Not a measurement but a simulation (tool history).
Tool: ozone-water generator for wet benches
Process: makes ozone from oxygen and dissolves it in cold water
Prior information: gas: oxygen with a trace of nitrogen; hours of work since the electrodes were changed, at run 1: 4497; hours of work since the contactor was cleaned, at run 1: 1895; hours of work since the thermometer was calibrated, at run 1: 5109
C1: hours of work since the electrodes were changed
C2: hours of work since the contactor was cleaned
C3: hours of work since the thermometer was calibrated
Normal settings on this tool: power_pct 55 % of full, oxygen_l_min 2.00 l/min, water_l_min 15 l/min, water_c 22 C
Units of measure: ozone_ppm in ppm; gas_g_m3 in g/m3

Run 1, hour 0.0: usual settings; C1 4497; C2 1895; C3 5109. Result: ozone_ppm 9.9 ppm, gas_g_m3 135.2 g/m3.
At hour 210.9: water thermometer calibrated.
Run 2, hour 220.9: usual settings; C1 4644; C2 2042; C3 7. Result: ozone_ppm 10.3 ppm, gas_g_m3 133.2 g/m3.
Run 3, hour 321.2: usual settings but oxygen_l_min 3.30 l/min; C1 4711; C2 2109; C3 74. Result: ozone_ppm 11.6 ppm, gas_g_m3 111.1 g/m3.
Run 4, hour 494.1: usual settings but power_pct 65 % of full; C1 4826; C2 2225; C3 189. Result: ozone_ppm 10.5 ppm, gas_g_m3 139.7 g/m3.
Run 5, hour 657.5: usual settings but oxygen_l_min 2.78 l/min; C1 4936; C2 2334; C3 298. Result: ozone_ppm 10.9 ppm, gas_g_m3 114.7 g/m3.
Run 6, hour 788.7: usual settings but power_pct 44 % of full; C1 5023; C2 2422; C3 386. Result: ozone_ppm 8.9 ppm, gas_g_m3 119.6 g/m3.
Run 7, hour 885.4: usual settings but water_c 16 C; C1 5088; C2 2486; C3 451. Result: ozone_ppm 10.2 ppm, gas_g_m3 127.8 g/m3.
Run 8, hour 1103.0: usual settings but power_pct 72 % of full, oxygen_l_min 3.42 l/min, water_c 24 C; C1 5233; C2 2632; C3 596. Result: ozone_ppm 11.7 ppm, gas_g_m3 116.1 g/m3.
Run 9, hour 1254.6: usual settings but power_pct 72 % of full, oxygen_l_min 3.42 l/min, water_c 24 C; C1 5334; C2 2733; C3 697. Result: ozone_ppm 11.8 ppm, gas_g_m3 115.4 g/m3.
Run 10, hour 1369.6: usual settings but power_pct 72 % of full, oxygen_l_min 3.42 l/min, water_c 24 C; C1 5411; C2 2810; C3 774. Result: ozone_ppm 11.5 ppm, gas_g_m3 114.3 g/m3.
Run 11, hour 1478.3: usual settings but power_pct 72 % of full, oxygen_l_min 3.42 l/min, water_c 24 C; C1 5484; C2 2883; C3 847. Result: ozone_ppm 11.3 ppm, gas_g_m3 114.3 g/m3.
Run 12, hour 1620.6: usual settings but power_pct 72 % of full, oxygen_l_min 3.42 l/min, water_c 24 C; C1 5579; C2 2978; C3 942. Result: ozone_ppm 11.5 ppm, gas_g_m3 111.3 g/m3.
Run 13, hour 1720.6: usual settings but power_pct 72 % of full, oxygen_l_min 3.42 l/min, water_c 24 C; C1 5646; C2 3044; C3 1009. Result: ozone_ppm 11.3 ppm, gas_g_m3 111.1 g/m3.

What if the next run were any one of these 4? Each begins from the tool's condition after run 13:
At hour 1859.6: electrodes of the discharge changed.
Run A, hour 1918.2: usual settings but power_pct 74 % of full, water_l_min 10 l/min; C1 39; C2 3172; C3 1137. Result: ozone_ppm ?, gas_g_m3 ?.
At hour 1859.6: electrodes of the discharge changed.
Run B, hour 1918.2: usual settings but water_c 25 C; C1 39; C2 3172; C3 1137. Result: ozone_ppm ?, gas_g_m3 ?.
At hour 1859.6: electrodes of the discharge changed.
Run C, hour 1918.2: usual settings but water_l_min 19 l/min; C1 39; C2 3172; C3 1137. Result: ozone_ppm ?, gas_g_m3 ?.
At hour 1859.6: electrodes of the discharge changed.
Run D, hour 1918.2: usual settings but power_pct 63 % of full, oxygen_l_min 3.42 l/min, water_l_min 9 l/min, water_c 16 C; C1 39; C2 3172; C3 1137. Result: ozone_ppm ?, gas_g_m3 ?.

run  ozone_ppm  gas_g_m3
  A       21.1     206.2
  B       12.9     178.9
  C       10.9     177.3
  D       24.9     157.4
With the hidden condition removed and each run's random variation left untouched, the same runs would have given:
run  ozone_ppm  gas_g_m3
  A       21.5     206.0
  B       13.2     178.7
  C       11.2     177.1
  D       25.3     157.2
